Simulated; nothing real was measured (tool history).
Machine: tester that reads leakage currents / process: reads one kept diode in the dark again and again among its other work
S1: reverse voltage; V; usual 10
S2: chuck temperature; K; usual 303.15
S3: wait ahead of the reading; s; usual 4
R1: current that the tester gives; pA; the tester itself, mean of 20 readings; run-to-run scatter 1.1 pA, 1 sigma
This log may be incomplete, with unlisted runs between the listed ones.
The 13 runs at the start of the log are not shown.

run 14 hour=1817.9 | S1=10 S2=303.15 S3=4 | R1=311.76
-- hour=1833 chuck's temperature calibrated
run 15 hour=1918.8 | S1=10 S2=320.15 S3=4 | R1=1073.59
run 16 hour=2023 | S1=10 S2=320.15 S3=4 | R1=1066.96
run 17 hour=2132.5 | S1=10 S2=303.15 S3=4 | R1=276.37
run 18 hour=2227.1 | S1=10 S2=303.15 S3=4 | R1=275.71
run 19 hour=2321.3 | S1=10 S2=303.15 S3=4 | R1=273.86
run 20 hour=2471.1 | S1=15.5 S2=308.15 S3=7.38 | R1=507.97
-- hour=2552 chuck's temperature calibrated, once more
run 21 hour=2674 | S1=1.1 S2=305.15 S3=0.39 | R1=140.87
run 22 hour=2891.8 | S1=1.1 S2=305.15 S3=0.39 | R1=137.88
run 23 hour=3087.7 | S1=1.7 S2=310.15 S3=5.27 | R1=251.32
run 24 hour=3245.8 | S1=1.4 S2=317.15 S3=0.76 | R1=385.08
run 25 hour=3370 | S1=10.1 S2=321.15 S3=4 | R1=1391.83
run 26 hour=3560.4 | S1=9.5 S2=303.15 S3=4 | R1=330.51
run 27 hour=3756.4 | S1=10 S2=313.15 S3=4 | R1=732.83
run 28 hour=3874.4 | S1=13 S2=331.15 S3=1.36 | R1=3080.34
run 29 hour=4019 | S1=15.6 S2=299.15 S3=0.39 | R1=312.09
run 30 hour=4150.9 | S1=3.1 S2=307.15 S3=1.17 | R1=243.72
run 31 hour=4254.7 | S1=3.1 S2=307.15 S3=1.17 | R1=241.86
-- hour=4393.1 chuck's temperature calibrated
run 32 hour=4420.6 | S1=1.1 S2=295.15 S3=4 | R1=61.81
run 33 hour=4565.8 | S1=1.1 S2=295.15 S3=4 | R1=61.2
run 34 hour=4761.9 | S1=10 S2=310.15 S3=2.43 | R1=631.61
run 35 hour=4929.1 | S1=10 S2=310.15 S3=2.43 | R1=619.97
run 36 hour=5099.7 | S1=10 S2=320.15 S3=2.43 | R1=1301.29
run 37 hour=5271.8 | S1=5.7 S2=325.15 S3=4 | R1=1384.05
run 38 hour=5398.6 | S1=5.7 S2=325.15 S3=4 | R1=1362.39

What if the next run were any one of these 5? Each begins from the tool's condition after run 38:
run A hour=5576.6 | S1=1.2 S2=325.15 S3=2.35 | R1=?
run B hour=5576.6 | S1=10 S2=295.15 S3=4 | R1=?
run C hour=5576.6 | S1=12 S2=318.15 S3=0.68 | R1=?
run D hour=5576.6 | S1=5 S2=322.15 S3=0.91 | R1=?
run E hour=5576.6 | S1=8.6 S2=303.15 S3=4 | R1=?

run=A R1=614.21
run=B R1=182.63
run=C R1=1185.13
run=D R1=1013.17
run=E R1=314.58
With no hidden state in the tool, these same runs would have given:
run=A R1=675.24
run=B R1=181.74
run=C R1=1285.15
run=D R1=1108.65
run=E R1=331.88
